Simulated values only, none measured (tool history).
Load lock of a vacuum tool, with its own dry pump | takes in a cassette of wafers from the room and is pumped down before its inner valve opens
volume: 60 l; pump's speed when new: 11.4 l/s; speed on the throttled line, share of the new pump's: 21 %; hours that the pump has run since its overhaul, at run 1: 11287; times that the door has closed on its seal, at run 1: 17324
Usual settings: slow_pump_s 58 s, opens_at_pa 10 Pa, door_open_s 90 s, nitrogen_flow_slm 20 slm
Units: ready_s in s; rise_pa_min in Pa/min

run    hour  slow_pump_s  opens_at_pa  door_open_s  nitrogen_flow_slm  hours that the pump has run since its overhaul  times that the door has closed on its seal  incoming humidity of the room's air, %  ready_s  rise_pa_min
  1       0           58           10           90                 20                                           11287                                       17324                                    47.9     98.8        0.054
  2   266.6           58           10           90                 20                                           11553                                       18025                                    41.2     98.3        0.057
  3   405.2           60           10           90                 20                                           11692                                       18389                                    45.3    100.8         0.05
  4   661.5           58           12           90                 20                                           11948                                       19062                                    43.7     97.7        0.047
  5   807.8           58           10           90                 20                                           12095                                       19446                                    45.8     98.9         0.06
  6     945           73           10           90                 20                                           12232                                       19807                                    44.9    111.2        0.056
  7  1211.4           55           10           90                 20                                           12498                                       20507                                    42.1     97.4        0.047
  8  1392.1           55           10           90                 20                                           12679                                       20981                                      48       97        0.063
  9  1504.5           55           10           90                 20                                           12791                                       21277                                    44.4       96        0.057
 10  1739.5           55           10           90                 20                                           13026                                       21894                                      44     96.2        0.059
 11    1929           46           10          133                 37                                           13216                                       22392                                      45     89.8        0.052
 12  2186.5           46           16           32                 37                                           13473                                       23068                                    44.5     87.4        0.045
 13  2422.2           46           12           32                  6                                           13709                                       23687                                    44.5     88.8        0.063
 14  2659.6           42           13           96                 20                                           13946                                       24311                                      45     85.6        0.067
 15  2871.8           31           10           90                 20                                           14158                                       24868                                    43.1     78.4        0.063
 16  2981.4           32           10           90                 20                                           14268                                       25156                                    42.9     79.8        0.066
 17  3143.7           98           10           30                  6                                           14430                                       25583                                    47.4    130.6        0.068
 18  3273.1           98           12           30                  6                                           14560                                       25923                                    45.4    130.7        0.069
 19    3408           98           12           30                  6                                           14695                                       26277                                      45    128.4         0.07

5 ways to go on from here, each from the tool as it stands after run 19. What would each give?
  A  3517.3           98           20          129                  6                                           14804                                       26564                                    44.1        ?            ?
  B  3517.3           98           15           30                  6                                           14804                                       26564                                      45        ?            ?
  C  3517.3           98           12           30                 30                                           14804                                       26564                                    43.7        ?            ?
  D  3517.3           72           12           30                  6                                           14804                                       26564                                    45.3        ?            ?
  E  3517.3           40           10           30                  6                                           14804                                       26564                                    45.8        ?            ?

run  ready_s  rise_pa_min
  A    125.1        0.104
  B    128.2        0.069
  C    128.6        0.047
  D    108.9         0.07
  E     86.2        0.066
Without the tool's hidden state the same runs would have given:
run  ready_s  rise_pa_min
  A    121.9        0.073
  B    124.8        0.038
  C    125.1        0.015
  D    104.7        0.039
  E     81.1        0.034

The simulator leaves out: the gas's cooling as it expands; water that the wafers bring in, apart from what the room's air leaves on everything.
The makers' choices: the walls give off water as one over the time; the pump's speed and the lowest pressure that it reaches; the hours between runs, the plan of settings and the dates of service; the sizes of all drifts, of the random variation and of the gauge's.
